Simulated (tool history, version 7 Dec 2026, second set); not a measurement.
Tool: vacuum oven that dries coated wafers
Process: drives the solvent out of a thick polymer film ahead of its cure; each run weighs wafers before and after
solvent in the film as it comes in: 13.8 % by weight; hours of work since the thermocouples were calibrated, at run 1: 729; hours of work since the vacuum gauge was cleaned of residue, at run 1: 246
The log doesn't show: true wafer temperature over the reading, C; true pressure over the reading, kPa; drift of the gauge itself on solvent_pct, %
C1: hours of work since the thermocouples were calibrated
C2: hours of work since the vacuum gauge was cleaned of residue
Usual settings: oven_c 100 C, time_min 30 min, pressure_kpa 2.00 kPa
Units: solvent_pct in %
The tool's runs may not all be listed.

{"run": 1, "hour": 0.0, "oven_c": 100, "time_min": 30, "pressure_kpa": 2.0, "C1": 729, "C2": 246, "solvent_pct": 2.14}
{"run": 2, "hour": 13.1, "oven_c": 100, "time_min": 30, "pressure_kpa": 2.0, "C1": 739, "C2": 256, "solvent_pct": 2.13}
{"run": 3, "hour": 27.4, "oven_c": 100, "time_min": 30, "pressure_kpa": 2.0, "C1": 749, "C2": 266, "solvent_pct": 2.17}
{"run": 4, "hour": 47.2, "oven_c": 100, "time_min": 30, "pressure_kpa": 2.0, "C1": 764, "C2": 281, "solvent_pct": 2.22}
{"hour": 59.7, "done": "oven's thermocouples calibrated"}
{"run": 5, "hour": 64.3, "oven_c": 100, "time_min": 30, "pressure_kpa": 2.0, "C1": 3, "C2": 292, "solvent_pct": 1.86}
{"run": 6, "hour": 85.0, "oven_c": 100, "time_min": 30, "pressure_kpa": 2.0, "C1": 19, "C2": 307, "solvent_pct": 1.89}
{"run": 7, "hour": 101.8, "oven_c": 100, "time_min": 30, "pressure_kpa": 2.0, "C1": 31, "C2": 320, "solvent_pct": 1.78}
{"run": 8, "hour": 114.1, "oven_c": 100, "time_min": 30, "pressure_kpa": 2.0, "C1": 40, "C2": 329, "solvent_pct": 1.82}
{"run": 9, "hour": 136.2, "oven_c": 100, "time_min": 46, "pressure_kpa": 3.11, "C1": 57, "C2": 345, "solvent_pct": 2.3}
{"run": 10, "hour": 151.6, "oven_c": 100, "time_min": 46, "pressure_kpa": 3.11, "C1": 68, "C2": 357, "solvent_pct": 2.17}
{"run": 11, "hour": 164.2, "oven_c": 100, "time_min": 21, "pressure_kpa": 5.1, "C1": 77, "C2": 366, "solvent_pct": 4.42}
{"run": 12, "hour": 180.1, "oven_c": 100, "time_min": 22, "pressure_kpa": 2.0, "C1": 89, "C2": 378, "solvent_pct": 2.5}
{"run": 13, "hour": 193.2, "oven_c": 100, "time_min": 22, "pressure_kpa": 2.0, "C1": 99, "C2": 387, "solvent_pct": 2.51}
{"run": 14, "hour": 220.0, "oven_c": 100, "time_min": 28, "pressure_kpa": 2.0, "C1": 119, "C2": 407, "solvent_pct": 2.0}
{"run": 15, "hour": 234.4, "oven_c": 97, "time_min": 30, "pressure_kpa": 1.37, "C1": 129, "C2": 418, "solvent_pct": 2.01}
{"run": 16, "hour": 252.2, "oven_c": 97, "time_min": 30, "pressure_kpa": 1.37, "C1": 142, "C2": 431, "solvent_pct": 2.04}

Forecast each of these 4 alternatives for the next run:
{"run": "A", "hour": 271.2, "oven_c": 100, "time_min": 18, "pressure_kpa": 2.0, "C1": 156, "C2": 445, "solvent_pct": "?"}
{"run": "B", "hour": 271.2, "oven_c": 100, "time_min": 45, "pressure_kpa": 1.4, "C1": 156, "C2": 445, "solvent_pct": "?"}
{"run": "C", "hour": 271.2, "oven_c": 97, "time_min": 49, "pressure_kpa": 1.37, "C1": 156, "C2": 445, "solvent_pct": "?"}
{"run": "D", "hour": 271.2, "oven_c": 97, "time_min": 27, "pressure_kpa": 1.37, "C1": 156, "C2": 445, "solvent_pct": "?"}

run=A solvent_pct=2.98
run=B solvent_pct=1.12
run=C solvent_pct=1.25
run=D solvent_pct=2.17
Without the tool's hidden state the same runs would have given:
run=A solvent_pct=2.90
run=B solvent_pct=1.03
run=C solvent_pct=1.15
run=D solvent_pct=2.08
